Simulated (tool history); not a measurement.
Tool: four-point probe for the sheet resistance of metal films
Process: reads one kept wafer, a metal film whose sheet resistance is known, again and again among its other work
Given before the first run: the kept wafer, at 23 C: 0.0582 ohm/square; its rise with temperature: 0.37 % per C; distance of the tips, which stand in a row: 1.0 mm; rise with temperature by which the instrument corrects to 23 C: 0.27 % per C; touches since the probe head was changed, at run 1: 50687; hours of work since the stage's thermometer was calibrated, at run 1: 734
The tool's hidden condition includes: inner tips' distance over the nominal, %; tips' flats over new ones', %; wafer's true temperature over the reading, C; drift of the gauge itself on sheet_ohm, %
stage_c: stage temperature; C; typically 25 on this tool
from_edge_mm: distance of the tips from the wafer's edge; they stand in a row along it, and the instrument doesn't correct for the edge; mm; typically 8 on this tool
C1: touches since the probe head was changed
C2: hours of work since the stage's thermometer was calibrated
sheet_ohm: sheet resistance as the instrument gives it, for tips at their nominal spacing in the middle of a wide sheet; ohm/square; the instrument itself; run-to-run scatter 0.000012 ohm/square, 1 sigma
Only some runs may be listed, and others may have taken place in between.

run 1 hour=0 | stage_c=25 from_edge_mm=8 | C1=50687 C2=734 | sheet_ohm=0.058757
run 2 hour=32 | stage_c=25 from_edge_mm=8 | C1=51317 C2=757 | sheet_ohm=0.058785
run 3 hour=110.7 | stage_c=25 from_edge_mm=8 | C1=52864 C2=814 | sheet_ohm=0.058791
run 4 hour=145.7 | stage_c=25 from_edge_mm=8 | C1=53553 C2=840 | sheet_ohm=0.058776
run 5 hour=214.2 | stage_c=25 from_edge_mm=8 | C1=54899 C2=890 | sheet_ohm=0.058792
run 6 hour=258.1 | stage_c=27 from_edge_mm=8 | C1=55764 C2=922 | sheet_ohm=0.058901
run 7 hour=292.7 | stage_c=25 from_edge_mm=8 | C1=56443 C2=947 | sheet_ohm=0.05878
run 8 hour=331.3 | stage_c=25 from_edge_mm=8 | C1=57203 C2=975 | sheet_ohm=0.058803
run 9 hour=409 | stage_c=25 from_edge_mm=8 | C1=58731 C2=1031 | sheet_ohm=0.058796
run 10 hour=482.1 | stage_c=25 from_edge_mm=8 | C1=60169 C2=1085 | sheet_ohm=0.0588
run 11 hour=513.9 | stage_c=25 from_edge_mm=8 | C1=60795 C2=1108 | sheet_ohm=0.05879
run 12 hour=577.6 | stage_c=25 from_edge_mm=8 | C1=62047 C2=1154 | sheet_ohm=0.05879
run 13 hour=653 | stage_c=24 from_edge_mm=8 | C1=63530 C2=1209 | sheet_ohm=0.058741
run 14 hour=697.9 | stage_c=24 from_edge_mm=8 | C1=64412 C2=1242 | sheet_ohm=0.058734
run 15 hour=762.3 | stage_c=26 from_edge_mm=7 | C1=65680 C2=1288 | sheet_ohm=0.058999
run 16 hour=817.2 | stage_c=18 from_edge_mm=7 | C1=66759 C2=1328 | sheet_ohm=0.058574
-- hour=866.8 stage's thermometer calibrated
run 17 hour=889.3 | stage_c=33 from_edge_mm=54 | C1=68167 C2=16 | sheet_ohm=0.058752
run 18 hour=922.9 | stage_c=25 from_edge_mm=47 | C1=68827 C2=41 | sheet_ohm=0.058325
run 19 hour=965.6 | stage_c=20 from_edge_mm=3 | C1=69667 C2=72 | sheet_ohm=0.061291
run 20 hour=1041.7 | stage_c=25 from_edge_mm=61 | C1=71164 C2=127 | sheet_ohm=0.058297
run 21 hour=1107.4 | stage_c=25 from_edge_mm=61 | C1=72456 C2=175 | sheet_ohm=0.058307
run 22 hour=1155.9 | stage_c=22 from_edge_mm=6 | C1=73411 C2=210 | sheet_ohm=0.058991
run 23 hour=1209.4 | stage_c=22 from_edge_mm=11 | C1=74462 C2=249 | sheet_ohm=0.058377
run 24 hour=1276.6 | stage_c=22 from_edge_mm=11 | C1=75784 C2=298 | sheet_ohm=0.05837
run 25 hour=1343.2 | stage_c=29 from_edge_mm=11 | C1=77093 C2=347 | sheet_ohm=0.058787
run 26 hour=1408.8 | stage_c=24 from_edge_mm=4 | C1=78383 C2=394 | sheet_ohm=0.060146
run 27 hour=1455.8 | stage_c=31 from_edge_mm=51 | C1=79308 C2=428 | sheet_ohm=0.058641

Each row is a separate what-if for the run after 27, all from the same tool condition, not one after another. Results?
run A hour=1491.8 | stage_c=26 from_edge_mm=42 | C1=80016 C2=455 | sheet_ohm=?
run B hour=1491.8 | stage_c=31 from_edge_mm=5 | C1=80016 C2=455 | sheet_ohm=?
run C hour=1491.8 | stage_c=23 from_edge_mm=51 | C1=80016 C2=455 | sheet_ohm=?
run D hour=1491.8 | stage_c=25 from_edge_mm=29 | C1=80016 C2=455 | sheet_ohm=?

run=A sheet_ohm=0.058376
run=B sheet_ohm=0.05987
run=C sheet_ohm=0.058186
run=D sheet_ohm=0.058349
The same runs, with their run-to-run variation unchanged, on a tool lacking any hidden condition would have given:
run=A sheet_ohm=0.058388
run=B sheet_ohm=0.059882
run=C sheet_ohm=0.058198
run=D sheet_ohm=0.058361

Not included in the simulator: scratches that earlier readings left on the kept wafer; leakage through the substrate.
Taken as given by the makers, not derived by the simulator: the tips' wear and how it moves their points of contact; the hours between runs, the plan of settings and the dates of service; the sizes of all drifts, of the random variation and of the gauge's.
